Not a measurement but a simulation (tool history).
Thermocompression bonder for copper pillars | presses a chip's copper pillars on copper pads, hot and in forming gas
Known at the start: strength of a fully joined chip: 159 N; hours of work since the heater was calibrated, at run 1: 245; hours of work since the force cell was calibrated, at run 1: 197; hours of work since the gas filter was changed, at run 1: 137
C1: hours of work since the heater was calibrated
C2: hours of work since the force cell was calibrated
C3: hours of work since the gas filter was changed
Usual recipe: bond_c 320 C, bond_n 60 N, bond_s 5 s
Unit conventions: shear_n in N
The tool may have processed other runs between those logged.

Run 1, hour 0.0: usual settings; C1 245; C2 197; C3 137. Result: shear_n 107.1 N.
Run 2, hour 7.3: usual settings but bond_c 326 C; C1 251; C2 203; C3 142. Result: shear_n 109.9 N.
Run 3, hour 16.2: usual settings but bond_c 326 C; C1 258; C2 210; C3 149. Result: shear_n 111.3 N.
Run 4, hour 21.5: usual settings but bond_c 326 C; C1 262; C2 214; C3 153. Result: shear_n 110.2 N.
Run 5, hour 29.2: usual settings but bond_n 52 N; C1 267; C2 219; C3 159. Result: shear_n 97.1 N.
Run 6, hour 34.3: usual settings but bond_n 52 N; C1 271; C2 223; C3 163. Result: shear_n 96.1 N.
Run 7, hour 41.9: usual settings but bond_n 52 N; C1 277; C2 229; C3 169. Result: shear_n 97.1 N.
Run 8, hour 45.9: usual settings but bond_n 52 N; C1 280; C2 232; C3 172. Result: shear_n 96.5 N.
Run 9, hour 52.0: usual settings but bond_n 79 N; C1 285; C2 237; C3 176. Result: shear_n 121.1 N.
Run 10, hour 60.1: usual settings but bond_n 79 N; C1 291; C2 243; C3 182. Result: shear_n 121.3 N.
Run 11, hour 65.0: usual settings; C1 294; C2 246; C3 186. Result: shear_n 104.7 N.
At hour 70.3: forming gas filter changed.
Run 12, hour 72.4: usual settings; C1 300; C2 252; C3 2. Result: shear_n 112.3 N.
Run 13, hour 76.4: usual settings but bond_s 9 s; C1 303; C2 255; C3 5. Result: shear_n 128.9 N.
Run 14, hour 82.5: usual settings but bond_s 9 s; C1 307; C2 259; C3 9. Result: shear_n 129.1 N.
At hour 85.3: heater calibrated with a thermocouple chip.
Run 15, hour 92.4: usual settings; C1 5; C2 265; C3 15. Result: shear_n 112.1 N.
Run 16, hour 99.5: usual settings; C1 11; C2 271; C3 21. Result: shear_n 110.9 N.
Run 17, hour 105.7: usual settings; C1 15; C2 275; C3 25. Result: shear_n 113.2 N.
Run 18, hour 111.2: usual settings; C1 20; C2 280; C3 29. Result: shear_n 111.7 N.
Run 19, hour 115.5: usual settings; C1 23; C2 283; C3 33. Result: shear_n 111.1 N.
Run 20, hour 122.5: usual settings; C1 28; C2 288; C3 38. Result: shear_n 110.2 N.
Run 21, hour 130.8: usual settings; C1 34; C2 294; C3 44. Result: shear_n 111.7 N.
At hour 134.7: heater calibrated with a thermocouple chip, once more.
Run 22, hour 139.9: usual settings; C1 4; C2 300; C3 50. Result: shear_n 113.7 N.
Run 23, hour 146.8: usual settings; C1 9; C2 305; C3 55. Result: shear_n 113.9 N.
Run 24, hour 154.3: usual settings; C1 15; C2 311; C3 61. Result: shear_n 112.0 N.
Run 25, hour 159.0: usual settings but bond_c 310 C, bond_n 58 N, bond_s 12 s; C1 18; C2 314; C3 64. Result: shear_n 126.9 N.
Run 26, hour 167.8: usual settings but bond_c 308 C, bond_n 45 N, bond_s 8 s; C1 25; C2 321; C3 71. Result: shear_n 97.7 N.
Run 27, hour 176.5: usual settings but bond_c 309 C, bond_n 76 N, bond_s 11 s; C1 32; C2 327; C3 77. Result: shear_n 136.7 N.
Run 28, hour 182.6: usual settings but bond_c 309 C, bond_n 76 N, bond_s 11 s; C1 36; C2 332; C3 82. Result: shear_n 137.3 N.
Run 29, hour 187.0: usual settings but bond_s 6 s; C1 40; C2 335; C3 85. Result: shear_n 117.9 N.
Run 30, hour 194.5: usual settings but bond_c 298 C, bond_n 81 N, bond_s 12 s; C1 45; C2 341; C3 91. Result: shear_n 134.8 N.
Run 31, hour 202.6: usual settings but bond_c 336 C, bond_n 52 N; C1 51; C2 347; C3 97. Result: shear_n 112.7 N.
Run 32, hour 207.9: usual settings but bond_c 336 C, bond_n 52 N; C1 55; C2 351; C3 101. Result: shear_n 114.0 N.
Run 33, hour 212.8: usual settings but bond_c 309 C, bond_n 52 N; C1 59; C2 355; C3 105. Result: shear_n 93.8 N.
Run 34, hour 221.3: usual settings but bond_c 318 C, bond_n 49 N; C1 66; C2 361; C3 111. Result: shear_n 96.7 N.
Run 35, hour 228.0: usual settings but bond_c 304 C, bond_n 72 N, bond_s 4 s; C1 71; C2 366; C3 116. Result: shear_n 104.8 N.
Run 36, hour 231.8: usual settings but bond_c 305 C, bond_n 72 N, bond_s 13 s; C1 74; C2 369; C3 119. Result: shear_n 132.6 N.
Run 37, hour 240.5: usual settings but bond_c 329 C, bond_n 40 N; C1 80; C2 376; C3 126. Result: shear_n 89.7 N.
Run 38, hour 247.2: usual settings but bond_c 329 C, bond_n 40 N; C1 85; C2 381; C3 131. Result: shear_n 89.6 N.
Run 39, hour 253.0: usual settings but bond_c 342 C, bond_n 42 N, bond_s 9 s; C1 90; C2 385; C3 135. Result: shear_n 116.4 N.

Each row is a separate what-if for the run after 39, all from the same tool condition, not one after another. Results?
Run A, hour 260.4: usual settings but bond_c 325 C, bond_n 76 N, bond_s 9 s; C1 95; C2 391; C3 141. Result: shear_n ?.
Run B, hour 260.4: usual settings but bond_n 50 N; C1 95; C2 391; C3 141. Result: shear_n ?.
Run C, hour 260.4: usual settings but bond_c 345 C, bond_s 3 s; C1 95; C2 391; C3 141. Result: shear_n ?.

run  shear_n
  A    136.3
  B     98.4
  C    110.7
Without the tool's unlogged condition, the same runs would have read:
run  shear_n
  A    143.5
  B    102.2
  C    115.4

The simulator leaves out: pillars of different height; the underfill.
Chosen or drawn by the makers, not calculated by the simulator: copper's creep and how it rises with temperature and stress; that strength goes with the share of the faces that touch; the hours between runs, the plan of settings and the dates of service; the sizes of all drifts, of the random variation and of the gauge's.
